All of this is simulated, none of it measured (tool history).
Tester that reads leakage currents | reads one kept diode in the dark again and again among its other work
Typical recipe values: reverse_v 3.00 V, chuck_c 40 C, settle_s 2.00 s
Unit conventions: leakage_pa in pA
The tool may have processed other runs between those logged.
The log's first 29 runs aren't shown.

run,hour,reverse_v,chuck_c,settle_s,leakage_pa
30,3411.2,1.92,37,1.24,134.47
31,3573.3,5.65,35,3.18,188.85
32,3682.6,5.65,35,3.18,191.14
33,3807.8,1.56,40,9.87,156.03
34,3969.0,3.00,53,0.41,502.91
35,4046.2,3.00,26,2.00,77.98
36,4172.5,3.00,26,2.00,79.17
37,4297.9,3.00,26,2.00,79.79
38,4436.8,3.00,26,6.23,80.39
39,4516.6,4.85,20,1.79,68.35
# hour 4599.5: probe card cleaned and baked
40,4599.5,6.50,24,2.00,87.71

Here are 4 independent what-if runs from the current tool condition. What would each one return?
A,4723.9,1.00,24,2.00,?
B,4723.9,3.00,40,6.93,?
C,4723.9,3.00,36,0.58,?
D,4723.9,3.15,54,0.65,?

run,leakage_pa
A,40.02
B,210.57
C,158.89
D,556.24
Had the tool no hidden state, the same runs would have come out as:
run,leakage_pa
A,34.53
B,184.38
C,138.68
D,492.56
